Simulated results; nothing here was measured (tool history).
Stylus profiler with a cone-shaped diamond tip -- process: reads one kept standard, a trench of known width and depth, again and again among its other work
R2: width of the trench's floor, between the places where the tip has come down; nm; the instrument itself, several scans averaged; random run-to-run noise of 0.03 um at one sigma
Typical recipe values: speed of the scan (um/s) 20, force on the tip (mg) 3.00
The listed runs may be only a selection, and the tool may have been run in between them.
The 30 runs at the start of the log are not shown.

run 31 hour=330.9 | speed_of_the_scan_(um/s)=40 force_on_the_tip_(mg)=2.52 | depth_of_the_trench_(nm)=101.10 R2=18320
run 32 hour=339.6 | speed_of_the_scan_(um/s)=61 force_on_the_tip_(mg)=6.59 | depth_of_the_trench_(nm)=102.06 R2=18300
run 33 hour=351.3 | speed_of_the_scan_(um/s)=18 force_on_the_tip_(mg)=6.70 | depth_of_the_trench_(nm)=102.06 R2=18500
run 34 hour=360.1 | speed_of_the_scan_(um/s)=44 force_on_the_tip_(mg)=8.52 | depth_of_the_trench_(nm)=102.42 R2=18450
run 35 hour=375.1 | speed_of_the_scan_(um/s)=38 force_on_the_tip_(mg)=1.76 | depth_of_the_trench_(nm)=100.81 R2=18270
run 36 hour=381.8 | speed_of_the_scan_(um/s)=6 force_on_the_tip_(mg)=8.34 | depth_of_the_trench_(nm)=102.40 R2=18560
run 37 hour=397.8 | speed_of_the_scan_(um/s)=6 force_on_the_tip_(mg)=8.34 | depth_of_the_trench_(nm)=102.43 R2=18580
run 38 hour=404.3 | speed_of_the_scan_(um/s)=10 force_on_the_tip_(mg)=2.22 | depth_of_the_trench_(nm)=100.98 R2=18500
run 39 hour=416.6 | speed_of_the_scan_(um/s)=47 force_on_the_tip_(mg)=2.72 | depth_of_the_trench_(nm)=101.09 R2=18330
run 40 hour=429.4 | speed_of_the_scan_(um/s)=15 force_on_the_tip_(mg)=7.52 | depth_of_the_trench_(nm)=102.27 R2=18570
run 41 hour=443.6 | speed_of_the_scan_(um/s)=15 force_on_the_tip_(mg)=7.52 | depth_of_the_trench_(nm)=102.19 R2=18500
run 42 hour=455.9 | speed_of_the_scan_(um/s)=20 force_on_the_tip_(mg)=6.43 | depth_of_the_trench_(nm)=102.01 R2=18540
run 43 hour=469.3 | speed_of_the_scan_(um/s)=48 force_on_the_tip_(mg)=3.53 | depth_of_the_trench_(nm)=101.32 R2=18320
run 44 hour=479.8 | speed_of_the_scan_(um/s)=11 force_on_the_tip_(mg)=4.58 | depth_of_the_trench_(nm)=101.61 R2=18580

Run 45, settings as shown, results not yet in. Your forecast:
run 45 hour=495.2 | speed_of_the_scan_(um/s)=6 force_on_the_tip_(mg)=1.92 | depth_of_the_trench_(nm)=? R2=?

Logged for run 45: depth of the trench (nm) 100.95, R2 18580 nm.
On a tool with no hidden condition, and with the same random variation, this run would have come out at depth of the trench (nm) 100.96, R2 18590 nm.

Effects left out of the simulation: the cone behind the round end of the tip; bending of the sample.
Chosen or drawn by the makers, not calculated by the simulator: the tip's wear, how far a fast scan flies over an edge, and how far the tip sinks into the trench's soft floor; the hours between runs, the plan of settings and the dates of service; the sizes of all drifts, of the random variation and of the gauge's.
